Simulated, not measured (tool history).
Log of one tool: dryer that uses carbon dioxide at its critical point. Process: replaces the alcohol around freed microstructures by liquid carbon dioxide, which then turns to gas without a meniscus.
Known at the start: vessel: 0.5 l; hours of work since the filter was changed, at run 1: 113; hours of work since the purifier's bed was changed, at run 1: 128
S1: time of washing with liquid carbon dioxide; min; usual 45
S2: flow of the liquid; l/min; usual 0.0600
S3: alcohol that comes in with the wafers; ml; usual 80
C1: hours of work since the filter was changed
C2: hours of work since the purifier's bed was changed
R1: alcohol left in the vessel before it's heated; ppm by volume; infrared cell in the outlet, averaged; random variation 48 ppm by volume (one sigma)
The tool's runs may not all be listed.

| run | hour | S1 | S2 | S3 | C1 | C2 | R1 |
|---|---|---|---|---|---|---|---|
| 1 | 0.0 | 45 | 0.0600 | 80 | 113 | 128 | 3973 |
| 2 | 10.4 | 45 | 0.0600 | 80 | 120 | 135 | 4057 |
| 3 | 16.4 | 27 | 0.0600 | 80 | 124 | 139 | 17485 |
| 4 | 27.8 | 27 | 0.0372 | 80 | 132 | 147 | 40089 |
| 5 | 35.0 | 27 | 0.0372 | 80 | 136 | 152 | 40805 |
| 6 | 45.6 | 27 | 0.0372 | 80 | 143 | 159 | 42056 |
| 7 | 53.2 | 27 | 0.0372 | 80 | 149 | 164 | 41187 |
| 8 | 60.8 | 27 | 0.0372 | 80 | 154 | 169 | 41600 |
| 9 | 70.8 | 27 | 0.0372 | 80 | 160 | 176 | 41249 |
| 10 | 78.7 | 27 | 0.0372 | 80 | 166 | 181 | 41890 |
| 11 | 91.4 | 45 | 0.0573 | 80 | 174 | 190 | 5104 |
| 12 | 102.5 | 37 | 0.0600 | 80 | 182 | 197 | 8405 |
| 13 | 114.6 | 37 | 0.0600 | 80 | 190 | 205 | 8508 |
| 14 | 123.2 | 37 | 0.0600 | 80 | 196 | 211 | 8914 |
| 15 | 133.0 | 62 | 0.0600 | 80 | 202 | 218 | 1276 |
| 16 | 144.0 | 62 | 0.0600 | 80 | 210 | 225 | 1328 |
| 17 | 151.9 | 45 | 0.0366 | 80 | 215 | 230 | 19148 |
| 18 | 160.7 | 45 | 0.0909 | 80 | 221 | 236 | 871 |
| 19 | 173.9 | 45 | 0.0909 | 80 | 230 | 245 | 881 |
| 20 | 183.6 | 45 | 0.0909 | 80 | 237 | 252 | 902 |
| 21 | 192.6 | 45 | 0.0445 | 80 | 243 | 258 | 12523 |
| 22 | 200.4 | 45 | 0.0445 | 80 | 248 | 263 | 12548 |
| 23 | 210.0 | 45 | 0.0445 | 80 | 254 | 270 | 12664 |
| 24 | 221.5 | 45 | 0.0445 | 80 | 262 | 277 | 12676 |
|  | 231.3 | inlet filter changed |
| 25 | 232.3 | 43 | 0.0440 | 80 | 1 | 284 | 10241 |
| 26 | 241.7 | 45 | 0.0600 | 58 | 7 | 290 | 2389 |
| 27 | 249.5 | 47 | 0.0390 | 27 | 12 | 296 | 3873 |
| 28 | 259.1 | 34 | 0.0663 | 91 | 19 | 302 | 7035 |
| 29 | 266.1 | 34 | 0.0663 | 91 | 23 | 307 | 7144 |
| 30 | 272.5 | 45 | 0.0897 | 29 | 28 | 311 | 246 |
| 31 | 281.4 | 42 | 0.0795 | 80 | 34 | 317 | 1440 |
| 32 | 291.9 | 60 | 0.0600 | 80 | 41 | 324 | 1006 |
| 33 | 300.3 | 39 | 0.0547 | 24 | 47 | 330 | 2450 |
| 34 | 310.3 | 39 | 0.0547 | 24 | 53 | 337 | 2432 |
| 35 | 323.3 | 39 | 0.0547 | 24 | 62 | 345 | 2477 |
| 36 | 336.5 | 41 | 0.0989 | 51 | 71 | 354 | 430 |
| 37 | 348.6 | 32 | 0.0442 | 36 | 79 | 362 | 9916 |
| 38 | 359.3 | 45 | 0.0851 | 41 | 86 | 370 | 493 |
| 39 | 365.7 | 45 | 0.0851 | 41 | 91 | 374 | 472 |
| 40 | 374.7 | 35 | 0.0404 | 53 | 97 | 380 | 14888 |
| 41 | 385.4 | 35 | 0.0412 | 80 | 104 | 387 | 21772 |
| 42 | 394.5 | 35 | 0.0412 | 80 | 110 | 393 | 22074 |
| 43 | 401.7 | 50 | 0.0471 | 110 | 115 | 398 | 8741 |
| 44 | 413.1 | 45 | 0.0390 | 46 | 123 | 406 | 8313 |
| 45 | 418.5 | 69 | 0.0757 | 46 | 126 | 409 | 159 |
| 46 | 424.2 | 37 | 0.0403 | 74 | 130 | 413 | 19242 |
| 47 | 429.8 | 30 | 0.0403 | 25 | 134 | 417 | 9672 |
| 48 | 442.3 | 36 | 0.0585 | 29 | 142 | 425 | 3417 |

3 ways to go on from here, each from the tool as it stands after run 48. What would each give?
| A | 452.2 | 36 | 0.0585 | 105 | 149 | 432 | ? |
| B | 452.2 | 43 | 0.0585 | 29 | 149 | 432 | ? |
| C | 452.2 | 68 | 0.0510 | 37 | 149 | 432 | ? |

| run | R1 |
|---|---|
| A | 12646 |
| B | 2043 |
| C | 788 |
Without the tool's hidden state the same runs would have given:
| run | R1 |
|---|---|
| A | 10063 |
| B | 1502 |
| C | 486 |
